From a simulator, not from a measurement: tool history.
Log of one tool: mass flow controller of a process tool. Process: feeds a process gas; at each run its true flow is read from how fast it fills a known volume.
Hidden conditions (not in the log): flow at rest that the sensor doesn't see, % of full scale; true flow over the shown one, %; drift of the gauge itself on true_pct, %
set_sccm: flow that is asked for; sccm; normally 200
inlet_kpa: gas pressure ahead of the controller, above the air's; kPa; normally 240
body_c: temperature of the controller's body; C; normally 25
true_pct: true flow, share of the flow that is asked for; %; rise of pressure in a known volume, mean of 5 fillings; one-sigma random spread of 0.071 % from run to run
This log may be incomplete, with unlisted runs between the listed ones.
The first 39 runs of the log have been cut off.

run	day	set_sccm	inlet_kpa	body_c	hours of work since the controller was set to zero	hours of work since the controller was changed	true_pct
40	90.500	200	246	23	207	1914	100.34
41	92.592	62	159	21	236	1943	100.34
42	94.996	62	159	21	269	1976	100.34
43	98.183	152	240	35	313	2021	98.91
44	101.121	152	240	35	354	2061	98.74
45	102.821	200	162	25	378	2085	99.87
46	105.154	56	247	31	410	2117	99.40
47	107.158	178	170	31	438	2145	99.37
48	108.854	58	170	31	461	2169	99.26

Consider 3 possible next runs. They are alternatives, not a sequence: every one starts from the tool as it was left by run 48. What does each give?
A	110.729	446	234	28	487	2195	?
B	110.729	58	170	35	487	2195	?
C	110.729	94	170	28	487	2195	?

run	true_pct
A	100.13
B	98.96
C	99.60
Without the tool's hidden state the same runs would have given:
run	true_pct
A	99.71
B	98.19
C	98.98
